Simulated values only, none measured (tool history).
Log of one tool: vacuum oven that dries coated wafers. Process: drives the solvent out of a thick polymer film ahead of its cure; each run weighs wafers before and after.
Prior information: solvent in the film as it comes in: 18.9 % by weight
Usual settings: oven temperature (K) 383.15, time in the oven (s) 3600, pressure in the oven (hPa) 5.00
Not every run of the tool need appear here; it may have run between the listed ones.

run,day,oven temperature (K),time in the oven (s),pressure in the oven (hPa),solvent left in the film (%)
1,0.000,383.15,3600,5.00,1.29
2,0.296,383.15,3600,5.00,1.21
3,0.667,383.15,3600,5.00,1.31
4,0.967,383.15,3600,5.00,1.32
5,1.258,383.15,3600,5.00,1.25
6,1.588,383.15,3600,5.00,1.29
7,1.900,383.15,3600,5.00,1.28
8,2.354,383.15,3600,5.00,1.22
9,2.742,383.15,3600,5.00,1.23
10,3.121,383.15,3600,5.00,1.28
11,3.650,383.15,3600,5.00,1.23
12,3.962,383.15,3600,5.00,1.25
13,4.488,396.15,3600,5.00,0.35
14,5.038,385.15,3600,5.00,0.98
15,5.383,381.15,3600,5.00,1.60
16,5.696,369.15,3600,5.00,4.76
17,6.112,369.15,3600,5.00,4.61
18,6.642,369.15,3600,5.00,4.64
19,7.242,383.15,2280,5.00,2.95
20,7.792,383.15,3600,5.00,1.26
21,8.362,383.15,3600,5.00,1.21
22,8.729,383.15,3600,5.00,1.27
23,9.054,383.15,4200,5.00,1.01
24,9.408,383.15,4200,5.00,0.84
25,9.904,371.15,6000,7.46,2.11
26,10.492,371.15,6000,5.81,1.93
27,10.896,371.15,6000,15.78,2.86
28,11.329,371.15,6000,15.78,2.93
29,11.762,371.15,6000,15.78,2.89
30,12.138,389.15,3840,15.84,1.08
31,12.621,389.15,4500,3.77,0.28
32,13.171,375.15,3600,18.74,3.91
33,13.583,388.15,3600,5.66,0.74
34,13.850,381.15,2520,5.00,2.96
35,14.421,381.15,2040,2.62,3.69
36,15.025,378.15,5460,5.00,1.01
37,15.633,374.15,5460,5.00,1.55
38,16.125,374.15,2160,8.99,6.01
39,16.721,388.15,3600,10.17,0.97
40,17.096,388.15,3600,10.17,0.96
41,17.654,388.15,3600,10.17,0.95
42,18.088,388.15,3600,10.17,0.91
43,18.558,372.15,2040,3.90,6.42
44,19.175,372.15,2040,3.90,6.59
45,19.462,391.15,4380,3.90,0.28
46,20.071,391.15,3780,10.89,0.77
47,20.333,391.15,3780,13.37,0.88

3 options for the next run, each taken on its own from the tool as it stands now. Forecast them:
A,20.662,390.15,2100,13.37,?
B,20.662,391.15,3780,6.78,?
C,20.662,376.15,3780,13.37,?

run,solvent left in the film (%)
A,2.06
B,0.60
C,3.01
Had the tool no hidden state, the same runs would have come out as:
run,solvent left in the film (%)
A,2.14
B,0.59
C,3.11

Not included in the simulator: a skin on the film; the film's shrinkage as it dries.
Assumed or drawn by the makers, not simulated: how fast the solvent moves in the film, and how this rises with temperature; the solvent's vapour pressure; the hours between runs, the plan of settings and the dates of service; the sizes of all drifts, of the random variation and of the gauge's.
